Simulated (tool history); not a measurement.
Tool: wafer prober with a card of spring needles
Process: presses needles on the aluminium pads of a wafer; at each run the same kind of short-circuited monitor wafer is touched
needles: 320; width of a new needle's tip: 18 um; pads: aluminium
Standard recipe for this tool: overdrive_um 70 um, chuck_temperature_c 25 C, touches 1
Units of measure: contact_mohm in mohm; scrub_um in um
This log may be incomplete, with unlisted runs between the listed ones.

run,hour,overdrive_um,chuck_temperature_c,touches,contact_mohm,scrub_um
1,0,70,25,1,214,16.42
# hour 7.4: tips cleaned on abrasive film
# hour 17.5: tips cleaned on abrasive film
# hour 30.1: tips cleaned on abrasive film
# hour 40.2: tips cleaned on abrasive film
# hour 52.8: tips cleaned on abrasive film
# hour 62.9: tips cleaned on abrasive film
2,64.9,70,25,1,216,16.4
# hour 75: tips cleaned on abrasive film
# hour 85.1: tips cleaned on abrasive film
# hour 97.6: tips cleaned on abrasive film
# hour 107.7: tips cleaned on abrasive film
3,114.5,70,25,1,218,16.41
# hour 119.6: tips cleaned on abrasive film
# hour 132.2: tips cleaned on abrasive film
# hour 144.8: tips cleaned on abrasive film
# hour 157.4: tips cleaned on abrasive film
# hour 170: tips cleaned on abrasive film
# hour 182.6: tips cleaned on abrasive film
# hour 192.7: tips cleaned on abrasive film
# hour 203: height of the first contact set anew
# hour 205.6: tips cleaned on abrasive film
4,205.8,70,25,1,215,16.36
# hour 215.9: tips cleaned on abrasive film
# hour 226: tips cleaned on abrasive film
# hour 238.6: tips cleaned on abrasive film
# hour 248.7: tips cleaned on abrasive film
# hour 261.3: tips cleaned on abrasive film
# hour 271.4: tips cleaned on abrasive film
# hour 284: tips cleaned on abrasive film
5,289.8,70,25,1,217,16.33
# hour 294.9: tips cleaned on abrasive film
# hour 307.5: tips cleaned on abrasive film
# hour 320: tips cleaned on abrasive film
# hour 330.1: tips cleaned on abrasive film
# hour 342.7: tips cleaned on abrasive film
# hour 352.8: tips cleaned on abrasive film
6,358.7,70,25,1,215,16.36
# hour 363.8: tips cleaned on abrasive film
# hour 373.9: tips cleaned on abrasive film
# hour 386.5: tips cleaned on abrasive film
# hour 399: tips cleaned on abrasive film
7,399,70,70,1,227,16.35
# hour 411.6: tips cleaned on abrasive film
# hour 424.2: tips cleaned on abrasive film
# hour 436.8: tips cleaned on abrasive film
# hour 449.4: tips cleaned on abrasive film
8,452.4,70,70,1,229,16.33
# hour 455.2: height of the first contact set anew
# hour 460.3: tips cleaned on abrasive film
# hour 472.8: tips cleaned on abrasive film
# hour 485.4: tips cleaned on abrasive film
# hour 498: tips cleaned on abrasive film
9,500.1,70,70,1,227,16.31
# hour 510.2: tips cleaned on abrasive film
# hour 520.3: tips cleaned on abrasive film
# hour 532.9: tips cleaned on abrasive film
# hour 543: tips cleaned on abrasive film
# hour 555.6: tips cleaned on abrasive film
# hour 565.7: tips cleaned on abrasive film
10,567.9,70,70,1,225,16.3
# hour 578: tips cleaned on abrasive film
# hour 590.5: tips cleaned on abrasive film
# hour 603.1: tips cleaned on abrasive film
# hour 613.2: tips cleaned on abrasive film
# hour 625.8: tips cleaned on abrasive film
# hour 635.9: tips cleaned on abrasive film
# hour 647.1: tips cleaned on abrasive film
11,647.1,70,70,1,226,16.23
# hour 657.2: tips cleaned on abrasive film
# hour 669.8: tips cleaned on abrasive film
# hour 682.4: tips cleaned on abrasive film
12,685.8,70,25,1,215,16.27
# hour 693.4: tips cleaned on abrasive film
# hour 706: tips cleaned on abrasive film
# hour 708.8: height of the first contact set anew
# hour 716.4: tips cleaned on abrasive film
# hour 729: tips cleaned on abrasive film
# hour 739.1: tips cleaned on abrasive film
# hour 751.7: tips cleaned on abrasive film
13,761.4,55,46,2,226,12.77
# hour 764: tips cleaned on abrasive film
# hour 774.1: tips cleaned on abrasive film
# hour 786.7: tips cleaned on abrasive film
# hour 799.3: tips cleaned on abrasive film
# hour 811.9: tips cleaned on abrasive film
# hour 822.8: tips cleaned on abrasive film
14,822.8,55,26,1,219,12.77
# hour 832.9: tips cleaned on abrasive film
# hour 845.5: tips cleaned on abrasive film
# hour 858.1: tips cleaned on abrasive film
# hour 870.7: tips cleaned on abrasive film
# hour 880.8: tips cleaned on abrasive film
15,882.9,52,42,2,219,12.04
# hour 893: tips cleaned on abrasive film
# hour 905.6: tips cleaned on abrasive film
# hour 918.1: tips cleaned on abrasive film
# hour 928.5: tips cleaned on abrasive film
16,928.5,82,42,2,219,18.99
# hour 938.6: tips cleaned on abrasive film
# hour 951.2: tips cleaned on abrasive film
# hour 961.5: height of the first contact set anew
# hour 964.1: tips cleaned on abrasive film
17,968,64,55,2,221,14.85
# hour 975.6: tips cleaned on abrasive film
# hour 985.7: tips cleaned on abrasive film
# hour 990.7: gauge calibrated
# hour 998.2: tips cleaned on abrasive film
# hour 1008.3: tips cleaned on abrasive film
18,1010.4,64,55,2,221,15.04
# hour 1020.5: tips cleaned on abrasive film
# hour 1030.6: tips cleaned on abrasive film
# hour 1043.2: tips cleaned on abrasive film
# hour 1053.3: tips cleaned on abrasive film
# hour 1065.8: tips cleaned on abrasive film
# hour 1075.9: tips cleaned on abrasive film
# hour 1088.5: tips cleaned on abrasive film
# hour 1101.1: tips cleaned on abrasive film
19,1103.6,64,55,1,220,14.94

Run 20 comes next. What will it give?
# hour 1113.7: tips cleaned on abrasive film
# hour 1126.3: tips cleaned on abrasive film
# hour 1138.8: tips cleaned on abrasive film
# hour 1151.4: tips cleaned on abrasive film
# hour 1164: tips cleaned on abrasive film
20,1170.5,73,55,1,?,?

{"run 20": {"contact_mohm": 223, "scrub_um": 17.07}}
With no hidden state in the tool, this same run would have given contact_mohm 223 mohm, scrub_um 17.11 um.
